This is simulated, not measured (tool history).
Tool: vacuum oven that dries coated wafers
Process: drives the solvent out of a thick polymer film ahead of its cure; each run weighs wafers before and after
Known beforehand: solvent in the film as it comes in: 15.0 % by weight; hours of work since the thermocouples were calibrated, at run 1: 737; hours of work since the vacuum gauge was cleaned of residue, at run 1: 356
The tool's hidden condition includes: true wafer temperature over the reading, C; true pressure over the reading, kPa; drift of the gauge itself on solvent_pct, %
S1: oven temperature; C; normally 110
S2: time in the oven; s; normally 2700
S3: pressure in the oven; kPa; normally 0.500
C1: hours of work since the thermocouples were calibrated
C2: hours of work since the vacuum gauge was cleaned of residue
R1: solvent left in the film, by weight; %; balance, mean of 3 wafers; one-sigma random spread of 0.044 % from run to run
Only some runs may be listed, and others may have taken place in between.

run   hour   S1    S2     S3    C1   C2    R1
  1    0.0  110  2700  0.500   737  356  2.26
  2   19.2  110  2700  0.500   751  370  2.27
  3   32.7  110  2700  0.500   761  380  2.26
  4   55.8  110  2700  1.307   777  396  2.58
  5   77.3  110  1680  1.307   793  412  4.46
  6  101.4  110  1500  1.307   810  429  4.89
  7  119.8  110  2700  0.259   823  442  2.14
  8  133.1  110  2700  0.259   833  452  2.20
  9  159.2  110  2700  0.469   852  470  2.20
 10  176.6  110  2700  0.469   864  483  2.26
 11  196.7  110  2700  0.469   879  497  2.23
 12  217.1  109  2700  0.500   893  512  2.55
 13  233.7  109  2700  0.500   905  524  2.48
 14  259.3  109  2700  0.500   924  542  2.49
 15  272.2  109  2700  0.500   933  551  2.47
 16  293.1  110  2700  0.500   948  566  2.30
 17  310.6  110  1920  0.500   960  579  3.56
 18  332.9  110  1440  0.500   976  595  4.91
 19  351.8  110  1440  0.500   990  609  4.84
 20  378.0  110  1440  0.500  1009  627  4.90
 21  390.6   99  1440  0.500  1018  636  7.69
 22  412.6   99  1440  0.500  1034  652  7.70
 23  432.7  110  1320  0.500  1048  667  5.29
 24  448.9  110  2520  0.500  1060  678  2.48
 25  469.7  110  3480  0.500  1075  693  1.46
 26  488.8  108  3480  1.029  1088  707  2.00
 27  510.5  113  2280  0.446  1104  722  2.24
 28  523.9  107  1800  1.227  1113  732  4.83
 29  539.2  107  1680  1.227  1124  743  5.31

Predict the results of run 30:
 30  567.0  107  1680  1.227  1144  763   ?

R1: 5.23 %
Minus the tool's unlogged condition, the same run would have read R1 5.25 %.

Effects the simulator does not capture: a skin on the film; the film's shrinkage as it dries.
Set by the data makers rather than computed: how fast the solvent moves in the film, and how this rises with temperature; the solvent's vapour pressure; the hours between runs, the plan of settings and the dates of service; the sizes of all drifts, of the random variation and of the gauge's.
